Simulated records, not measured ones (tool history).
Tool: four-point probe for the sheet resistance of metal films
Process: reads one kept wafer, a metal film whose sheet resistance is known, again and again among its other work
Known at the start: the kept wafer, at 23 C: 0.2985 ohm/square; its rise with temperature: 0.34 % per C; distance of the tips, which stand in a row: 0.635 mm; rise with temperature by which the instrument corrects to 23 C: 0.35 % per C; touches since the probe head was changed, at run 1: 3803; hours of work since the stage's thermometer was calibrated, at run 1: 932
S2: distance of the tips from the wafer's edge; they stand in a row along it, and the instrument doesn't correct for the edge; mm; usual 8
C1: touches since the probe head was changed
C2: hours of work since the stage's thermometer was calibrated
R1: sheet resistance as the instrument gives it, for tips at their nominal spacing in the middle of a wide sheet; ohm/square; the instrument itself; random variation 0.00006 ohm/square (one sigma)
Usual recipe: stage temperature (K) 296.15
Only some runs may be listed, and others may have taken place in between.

Run 1, hour 0.0: usual settings; C1 3803; C2 932. Result: R1 0.299140 ohm/square.
Run 2, hour 34.1: usual settings but stage temperature (K) 305.15; C1 5469; C2 951. Result: R1 0.299035 ohm/square.
Run 3, hour 67.9: usual settings but stage temperature (K) 305.15, S2 55 mm; C1 7117; C2 970. Result: R1 0.298080 ohm/square.
Run 4, hour 113.1: usual settings but stage temperature (K) 305.15, S2 55 mm; C1 9322; C2 995. Result: R1 0.297933 ohm/square.
Run 5, hour 151.9: usual settings but stage temperature (K) 305.15, S2 55 mm; C1 11212; C2 1016. Result: R1 0.298035 ohm/square.
Run 6, hour 176.6: usual settings; C1 12419; C2 1030. Result: R1 0.299133 ohm/square.
Run 7, hour 229.6: usual settings; C1 15004; C2 1060. Result: R1 0.299192 ohm/square.
Run 8, hour 258.4: usual settings; C1 16408; C2 1076. Result: R1 0.299028 ohm/square.
Run 9, hour 300.9: usual settings; C1 18481; C2 1099. Result: R1 0.299136 ohm/square.
Run 10, hour 342.5: usual settings; C1 20509; C2 1122. Result: R1 0.299078 ohm/square.
Run 11, hour 374.5: usual settings but S2 14 mm; C1 22073; C2 1140. Result: R1 0.298343 ohm/square.
Run 12, hour 410.1: usual settings but S2 51 mm; C1 23810; C2 1160. Result: R1 0.298107 ohm/square.
Run 13, hour 461.9: usual settings but S2 6 mm; C1 26336; C2 1189. Result: R1 0.299759 ohm/square.
Run 14, hour 506.7: usual settings but S2 6 mm; C1 28521; C2 1214. Result: R1 0.299696 ohm/square.
At hour 529.0: stage's thermometer calibrated.
Run 15, hour 548.7: usual settings but S2 6 mm; C1 30547; C2 11. Result: R1 0.299490 ohm/square.
Run 16, hour 589.8: usual settings but S2 6 mm; C1 32549; C2 34. Result: R1 0.299586 ohm/square.
Run 17, hour 631.6: usual settings but S2 6 mm; C1 34591; C2 57. Result: R1 0.299434 ohm/square.
Run 18, hour 665.0: usual settings but S2 14 mm; C1 36218; C2 76. Result: R1 0.297999 ohm/square.
Run 19, hour 697.2: usual settings; C1 37790; C2 93. Result: R1 0.298602 ohm/square.
Run 20, hour 728.8: usual settings but stage temperature (K) 305.15, S2 20 mm; C1 39330; C2 111. Result: R1 0.297618 ohm/square.
Run 21, hour 759.8: usual settings but stage temperature (K) 298.15; C1 40843; C2 128. Result: R1 0.298494 ohm/square.
Run 22, hour 811.5: usual settings but stage temperature (K) 292.15, S2 17 mm; C1 43363; C2 157. Result: R1 0.297878 ohm/square.
Run 23, hour 859.0: usual settings but stage temperature (K) 294.15, S2 5 mm; C1 45684; C2 183. Result: R1 0.300229 ohm/square.
Run 24, hour 914.8: usual settings but stage temperature (K) 294.15, S2 5 mm; C1 48405; C2 214. Result: R1 0.300160 ohm/square.
Run 25, hour 945.8: usual settings but S2 6 mm; C1 49915; C2 232. Result: R1 0.299347 ohm/square.
Run 26, hour 978.6: usual settings but stage temperature (K) 300.15, S2 10 mm; C1 51519; C2 250. Result: R1 0.297960 ohm/square.
Run 27, hour 1031.7: usual settings but stage temperature (K) 291.15, S2 61 mm; C1 54105; C2 279. Result: R1 0.297704 ohm/square.
Run 28, hour 1072.6: usual settings but stage temperature (K) 307.15, S2 75 mm; C1 56101; C2 302. Result: R1 0.297206 ohm/square.
Run 29, hour 1121.6: usual settings but S2 25 mm; C1 58494; C2 329. Result: R1 0.297434 ohm/square.
Run 30, hour 1168.8: usual settings but stage temperature (K) 301.15, S2 25 mm; C1 60796; C2 355. Result: R1 0.297254 ohm/square.
Run 31, hour 1223.3: usual settings but stage temperature (K) 301.15, S2 25 mm; C1 63452; C2 386. Result: R1 0.297309 ohm/square.
Run 32, hour 1276.7: usual settings but stage temperature (K) 301.15, S2 59 mm; C1 66059; C2 415. Result: R1 0.297171 ohm/square.
Run 33, hour 1311.0: usual settings but S2 7 mm; C1 67731; C2 434. Result: R1 0.298624 ohm/square.
Run 34, hour 1360.2: usual settings but S2 7 mm; C1 70130; C2 462. Result: R1 0.298551 ohm/square.
Run 35, hour 1404.1: usual settings but stage temperature (K) 297.15, S2 33 mm; C1 72273; C2 486. Result: R1 0.297245 ohm/square.

4 options for the next run, each taken on its own from the tool as it stands now. Forecast them:
Run A, hour 1436.9: usual settings but stage temperature (K) 293.15, S2 70 mm; C1 73874; C2 504. Result: R1 ?.
Run B, hour 1436.9: usual settings but stage temperature (K) 293.15; C1 73874; C2 504. Result: R1 ?.
Run C, hour 1436.9: usual settings but stage temperature (K) 299.15, S2 14 mm; C1 73874; C2 504. Result: R1 ?.
Run D, hour 1436.9: usual settings but stage temperature (K) 297.15, S2 12 mm; C1 73874; C2 504. Result: R1 ?.

run        R1
  A  0.297271
  B  0.298243
  C  0.297479
  D  0.297515
With no hidden state in the tool, these same runs would have given:
run        R1
  A  0.298597
  B  0.299573
  C  0.298808
  D  0.298843

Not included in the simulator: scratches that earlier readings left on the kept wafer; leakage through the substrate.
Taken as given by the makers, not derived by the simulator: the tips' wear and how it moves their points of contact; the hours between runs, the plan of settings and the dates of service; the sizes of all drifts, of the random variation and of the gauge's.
